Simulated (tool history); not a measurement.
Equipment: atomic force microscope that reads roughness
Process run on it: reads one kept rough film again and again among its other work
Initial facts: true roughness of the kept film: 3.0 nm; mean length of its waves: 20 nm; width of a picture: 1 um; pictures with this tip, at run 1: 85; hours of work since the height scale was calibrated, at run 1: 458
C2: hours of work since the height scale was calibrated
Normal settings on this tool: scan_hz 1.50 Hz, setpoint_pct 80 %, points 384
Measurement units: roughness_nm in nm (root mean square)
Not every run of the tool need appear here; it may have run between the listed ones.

run 1 hour=0.0 | scan_hz=1.50 setpoint_pct=80 points=384 | pictures_with_this_tip=85 C2=458 | roughness_nm=1.668
-- hour=17.0 new tip fitted
run 2 hour=27.1 | scan_hz=1.50 setpoint_pct=80 points=298 | pictures_with_this_tip=22 C2=477 | roughness_nm=1.977
run 3 hour=48.9 | scan_hz=1.50 setpoint_pct=80 points=298 | pictures_with_this_tip=69 C2=492 | roughness_nm=1.734
run 4 hour=64.8 | scan_hz=1.50 setpoint_pct=80 points=384 | pictures_with_this_tip=104 C2=503 | roughness_nm=1.603
-- hour=74.4 new tip fitted
run 5 hour=92.4 | scan_hz=1.50 setpoint_pct=80 points=384 | pictures_with_this_tip=39 C2=523 | roughness_nm=1.891
run 6 hour=105.3 | scan_hz=1.50 setpoint_pct=80 points=384 | pictures_with_this_tip=67 C2=532 | roughness_nm=1.777
run 7 hour=116.5 | scan_hz=1.50 setpoint_pct=80 points=384 | pictures_with_this_tip=91 C2=540 | roughness_nm=1.678
run 8 hour=129.2 | scan_hz=1.50 setpoint_pct=80 points=384 | pictures_with_this_tip=119 C2=549 | roughness_nm=1.557
-- hour=131.0 new tip fitted
run 9 hour=153.8 | scan_hz=1.50 setpoint_pct=80 points=546 | pictures_with_this_tip=50 C2=566 | roughness_nm=1.864
run 10 hour=175.0 | scan_hz=1.50 setpoint_pct=80 points=546 | pictures_with_this_tip=95 C2=581 | roughness_nm=1.691
-- hour=189.0 new tip fitted
run 11 hour=193.6 | scan_hz=0.52 setpoint_pct=80 points=546 | pictures_with_this_tip=10 C2=594 | roughness_nm=2.231
run 12 hour=214.0 | scan_hz=0.52 setpoint_pct=80 points=546 | pictures_with_this_tip=55 C2=608 | roughness_nm=1.961
run 13 hour=235.7 | scan_hz=0.52 setpoint_pct=80 points=546 | pictures_with_this_tip=101 C2=623 | roughness_nm=1.771
-- hour=244.9 new tip fitted
run 14 hour=260.4 | scan_hz=0.52 setpoint_pct=80 points=546 | pictures_with_this_tip=34 C2=641 | roughness_nm=2.106
run 15 hour=277.2 | scan_hz=0.52 setpoint_pct=80 points=546 | pictures_with_this_tip=70 C2=652 | roughness_nm=1.893
run 16 hour=293.0 | scan_hz=0.52 setpoint_pct=80 points=546 | pictures_with_this_tip=104 C2=664 | roughness_nm=1.743
-- hour=302.3 new tip fitted
run 17 hour=318.6 | scan_hz=0.53 setpoint_pct=55 points=292 | pictures_with_this_tip=35 C2=681 | roughness_nm=2.187
run 18 hour=329.8 | scan_hz=3.87 setpoint_pct=69 points=257 | pictures_with_this_tip=59 C2=689 | roughness_nm=1.684
run 19 hour=356.0 | scan_hz=1.35 setpoint_pct=78 points=694 | pictures_with_this_tip=116 C2=708 | roughness_nm=1.640
-- hour=358.9 new tip fitted
run 20 hour=382.0 | scan_hz=1.91 setpoint_pct=57 points=402 | pictures_with_this_tip=50 C2=726 | roughness_nm=2.034
run 21 hour=409.5 | scan_hz=1.91 setpoint_pct=63 points=776 | pictures_with_this_tip=109 C2=746 | roughness_nm=1.717
-- hour=416.1 new tip fitted
run 22 hour=425.0 | scan_hz=1.91 setpoint_pct=63 points=776 | pictures_with_this_tip=20 C2=756 | roughness_nm=2.168
run 23 hour=451.8 | scan_hz=1.50 setpoint_pct=57 points=384 | pictures_with_this_tip=78 C2=775 | roughness_nm=1.898
run 24 hour=466.0 | scan_hz=1.50 setpoint_pct=57 points=465 | pictures_with_this_tip=108 C2=785 | roughness_nm=1.754
-- hour=471.9 new tip fitted
run 25 hour=485.7 | scan_hz=1.50 setpoint_pct=57 points=465 | pictures_with_this_tip=30 C2=799 | roughness_nm=2.170
run 26 hour=496.9 | scan_hz=1.50 setpoint_pct=57 points=465 | pictures_with_this_tip=54 C2=807 | roughness_nm=2.030
run 27 hour=520.6 | scan_hz=1.50 setpoint_pct=57 points=465 | pictures_with_this_tip=105 C2=824 | roughness_nm=1.781

4 options for the next run, each taken on its own from the tool as it stands now. Forecast them:
-- hour=528.4 new tip fitted
run A hour=542.3 | scan_hz=0.64 setpoint_pct=57 points=465 | pictures_with_this_tip=30 C2=839 | roughness_nm=?
-- hour=528.4 new tip fitted
run B hour=542.3 | scan_hz=1.50 setpoint_pct=71 points=270 | pictures_with_this_tip=30 C2=839 | roughness_nm=?
-- hour=528.4 new tip fitted
run C hour=542.3 | scan_hz=0.80 setpoint_pct=85 points=811 | pictures_with_this_tip=30 C2=839 | roughness_nm=?
-- hour=528.4 new tip fitted
run D hour=542.3 | scan_hz=1.04 setpoint_pct=80 points=384 | pictures_with_this_tip=30 C2=839 | roughness_nm=?

run=A roughness_nm=2.226
run=B roughness_nm=2.021
run=C roughness_nm=2.073
run=D roughness_nm=2.010
Stripped of hidden state, with their random variation kept, the same runs would have yielded:
run=A roughness_nm=2.420
run=B roughness_nm=2.197
run=C roughness_nm=2.253
run=D roughness_nm=2.186
